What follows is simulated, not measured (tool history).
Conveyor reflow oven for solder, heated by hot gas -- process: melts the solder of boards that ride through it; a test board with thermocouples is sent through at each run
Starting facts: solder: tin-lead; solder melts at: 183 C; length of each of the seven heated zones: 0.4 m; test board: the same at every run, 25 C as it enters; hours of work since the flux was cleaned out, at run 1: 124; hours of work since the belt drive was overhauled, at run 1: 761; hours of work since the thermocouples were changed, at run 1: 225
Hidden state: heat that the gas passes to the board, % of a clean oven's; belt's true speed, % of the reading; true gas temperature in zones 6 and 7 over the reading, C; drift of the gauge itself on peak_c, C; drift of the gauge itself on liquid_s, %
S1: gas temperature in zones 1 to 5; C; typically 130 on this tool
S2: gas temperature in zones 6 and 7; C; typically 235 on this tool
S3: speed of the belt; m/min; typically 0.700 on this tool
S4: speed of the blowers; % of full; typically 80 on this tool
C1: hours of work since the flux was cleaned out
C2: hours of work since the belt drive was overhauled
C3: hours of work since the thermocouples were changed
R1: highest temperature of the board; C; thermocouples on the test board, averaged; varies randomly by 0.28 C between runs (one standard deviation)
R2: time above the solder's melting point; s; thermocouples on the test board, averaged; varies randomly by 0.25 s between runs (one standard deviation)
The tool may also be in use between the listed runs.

run 1 hour=0.0 | S1=130 S2=235 S3=0.700 S4=80 | C1=124 C2=761 C3=225 | R1=216.0 R2=49.3
run 2 hour=34.2 | S1=130 S2=235 S3=0.700 S4=80 | C1=145 C2=782 C3=246 | R1=216.2 R2=49.2
run 3 hour=53.8 | S1=130 S2=235 S3=0.700 S4=83 | C1=158 C2=795 C3=259 | R1=216.9 R2=49.3
run 4 hour=81.3 | S1=130 S2=235 S3=0.700 S4=83 | C1=175 C2=812 C3=276 | R1=216.5 R2=49.8
run 5 hour=104.6 | S1=130 S2=235 S3=0.700 S4=83 | C1=190 C2=827 C3=291 | R1=216.6 R2=49.2
run 6 hour=137.9 | S1=130 S2=235 S3=0.730 S4=80 | C1=211 C2=848 C3=312 | R1=214.6 R2=45.6
run 7 hour=170.2 | S1=130 S2=235 S3=0.730 S4=80 | C1=232 C2=869 C3=333 | R1=214.6 R2=45.3
run 8 hour=185.7 | S1=130 S2=240 S3=0.730 S4=80 | C1=242 C2=879 C3=343 | R1=218.1 R2=48.1
run 9 hour=218.4 | S1=130 S2=240 S3=0.730 S4=80 | C1=263 C2=900 C3=364 | R1=217.4 R2=48.2
run 10 hour=248.6 | S1=130 S2=240 S3=0.730 S4=80 | C1=282 C2=919 C3=383 | R1=218.0 R2=47.8
run 11 hour=275.7 | S1=130 S2=240 S3=0.730 S4=80 | C1=299 C2=936 C3=400 | R1=217.5 R2=47.7
run 12 hour=296.1 | S1=130 S2=240 S3=0.730 S4=80 | C1=312 C2=949 C3=413 | R1=217.8 R2=48.0
run 13 hour=316.0 | S1=130 S2=239 S3=0.730 S4=86 | C1=325 C2=962 C3=426 | R1=218.3 R2=48.6
run 14 hour=345.3 | S1=143 S2=235 S3=0.603 S4=58 | C1=343 C2=980 C3=444 | R1=216.4 R2=62.7
run 15 hour=370.2 | S1=143 S2=235 S3=0.603 S4=58 | C1=359 C2=996 C3=460 | R1=216.5 R2=62.2
run 16 hour=387.9 | S1=143 S2=235 S3=0.603 S4=58 | C1=371 C2=1007 C3=472 | R1=216.3 R2=62.2
run 17 hour=422.8 | S1=141 S2=235 S3=0.700 S4=80 | C1=393 C2=1030 C3=494 | R1=216.6 R2=53.0
run 18 hour=448.5 | S1=125 S2=236 S3=0.601 S4=59 | C1=409 C2=1046 C3=510 | R1=213.7 R2=53.6
run 19 hour=482.7 | S1=125 S2=236 S3=0.601 S4=59 | C1=431 C2=1068 C3=532 | R1=214.1 R2=53.1
run 20 hour=498.7 | S1=125 S2=236 S3=0.601 S4=59 | C1=441 C2=1078 C3=542 | R1=213.8 R2=53.4
run 21 hour=526.0 | S1=125 S2=236 S3=0.601 S4=59 | C1=458 C2=1095 C3=559 | R1=214.0 R2=53.1
run 22 hour=547.0 | S1=129 S2=236 S3=0.625 S4=71 | C1=472 C2=1109 C3=573 | R1=216.7 R2=55.1
run 23 hour=569.7 | S1=129 S2=236 S3=0.625 S4=71 | C1=486 C2=1123 C3=587 | R1=216.5 R2=54.9

4 ways to go on from here, each from the tool as it stands after run 23. What would each give?
-- hour=598.3 flux residue cleaned out of gas plates and filters
run A hour=600.6 | S1=135 S2=235 S3=0.597 S4=75 | C1=2 C2=1140 C3=604 | R1=? R2=?
-- hour=598.3 flux residue cleaned out of gas plates and filters
run B hour=600.6 | S1=130 S2=235 S3=0.625 S4=71 | C1=2 C2=1140 C3=604 | R1=? R2=?
-- hour=598.3 flux residue cleaned out of gas plates and filters
run C hour=600.6 | S1=136 S2=236 S3=0.794 S4=54 | C1=2 C2=1140 C3=604 | R1=? R2=?
-- hour=598.3 flux residue cleaned out of gas plates and filters
run D hour=600.6 | S1=136 S2=236 S3=0.625 S4=52 | C1=2 C2=1140 C3=604 | R1=? R2=?

run=A R1=221.3 R2=64.9
run=B R1=218.4 R2=57.9
run=C R1=204.9 R2=34.2
run=D R1=214.1 R2=55.5
The same runs, with their run-to-run variation unchanged, on a tool lacking any hidden condition would have given:
run=A R1=221.2 R2=62.6
run=B R1=218.1 R2=55.7
run=C R1=204.1 R2=32.1
run=D R1=213.6 R2=53.1
